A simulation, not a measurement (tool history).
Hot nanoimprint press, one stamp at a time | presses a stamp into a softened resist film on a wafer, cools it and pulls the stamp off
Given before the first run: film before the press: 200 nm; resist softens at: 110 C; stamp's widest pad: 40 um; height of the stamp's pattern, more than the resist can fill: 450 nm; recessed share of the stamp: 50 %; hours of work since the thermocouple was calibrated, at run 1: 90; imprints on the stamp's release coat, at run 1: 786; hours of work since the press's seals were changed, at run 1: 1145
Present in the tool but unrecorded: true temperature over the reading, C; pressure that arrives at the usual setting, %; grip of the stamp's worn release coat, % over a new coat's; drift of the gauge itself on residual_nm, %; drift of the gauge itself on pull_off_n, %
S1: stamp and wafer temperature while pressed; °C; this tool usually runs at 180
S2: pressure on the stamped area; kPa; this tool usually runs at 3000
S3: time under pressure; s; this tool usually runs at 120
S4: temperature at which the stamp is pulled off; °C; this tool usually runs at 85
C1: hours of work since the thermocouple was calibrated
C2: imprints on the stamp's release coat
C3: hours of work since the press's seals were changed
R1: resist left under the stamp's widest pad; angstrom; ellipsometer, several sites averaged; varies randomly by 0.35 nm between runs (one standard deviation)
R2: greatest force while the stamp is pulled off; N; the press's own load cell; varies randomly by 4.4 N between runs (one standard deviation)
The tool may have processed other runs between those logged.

run,hour,S1,S2,S3,S4,C1,C2,C3,R1,R2
1,0.0,180,3000,120,85,90,786,1145,779,226
2,29.6,180,3000,120,85,108,885,1164,780,237
3,60.7,180,3000,72,85,128,988,1183,948,240
4,107.1,180,3000,200,85,157,1143,1212,621,246
# hour 125.7: press's hydraulic seals changed and the load cell set to zero
5,150.4,180,3000,120,85,179,1260,16,747,246
6,174.8,180,3000,120,85,194,1342,31,747,249
7,208.8,180,3000,84,85,216,1455,52,863,249
8,232.2,180,3000,84,85,230,1533,67,865,248
9,268.1,180,3000,120,85,253,1652,89,741,252
10,317.7,180,3000,120,85,284,1817,120,743,262
# hour 343.6: stamp cleaned and given a new release coat
# hour 374.9: plate thermocouple calibrated
11,375.5,180,3070,120,85,0,97,151,750,213
12,407.7,180,3070,120,85,21,204,171,742,225
13,446.2,180,3070,120,85,45,332,195,746,226
14,478.3,180,3070,120,85,65,439,215,746,229
15,528.7,180,3070,120,85,96,606,247,749,235
16,561.5,180,3070,120,85,117,716,268,749,234
17,600.7,182,3070,130,78,142,846,292,650,278
18,626.7,180,4800,120,85,158,933,309,608,237
19,668.8,180,4800,120,85,184,1073,335,609,245
20,695.2,180,4800,179,85,201,1161,352,501,247
21,726.7,180,3670,88,85,221,1266,371,782,243
22,777.1,180,4260,120,85,252,1434,403,639,235
23,804.2,190,3000,120,73,269,1524,420,447,326
24,848.0,190,3000,120,73,297,1669,447,450,335
# hour 881.0: plate thermocouple calibrated
25,891.7,180,1910,200,85,7,1805,473,759,268
26,914.2,180,1910,200,85,21,1880,487,759,266
# hour 923.3: stamp cleaned and given a new release coat
27,968.9,180,1910,200,85,51,152,518,751,226
28,1014.4,170,3180,97,85,80,303,546,1307,222
29,1054.9,170,3180,97,85,105,438,571,1314,220
30,1092.2,180,3000,120,90,129,563,595,771,200

Measured result minus the same run's result without the hidden state. Both carry the same run-to-run variation, though not necessarily the same gauge scatter:
run,R1,R2
1,+20,+19
2,+20,+23
3,+21,+25
4,+15,+30
5,-11,+33
6,-12,+35
7,-14,+37
8,-14,+39
9,-13,+42
10,-15,+47
11,-1,+2
12,-2,+4
13,-3,+8
14,-3,+11
15,-5,+16
16,-5,+18
17,-6,+25
18,-2,+23
19,-3,+27
20,-3,+30
21,-8,+32
22,-6,+34
23,-6,+50
24,-6,+56
25,+18,+53
26,+17,+53
27,+16,+6
28,+25,+10
29,+23,+12
30,+17,+14

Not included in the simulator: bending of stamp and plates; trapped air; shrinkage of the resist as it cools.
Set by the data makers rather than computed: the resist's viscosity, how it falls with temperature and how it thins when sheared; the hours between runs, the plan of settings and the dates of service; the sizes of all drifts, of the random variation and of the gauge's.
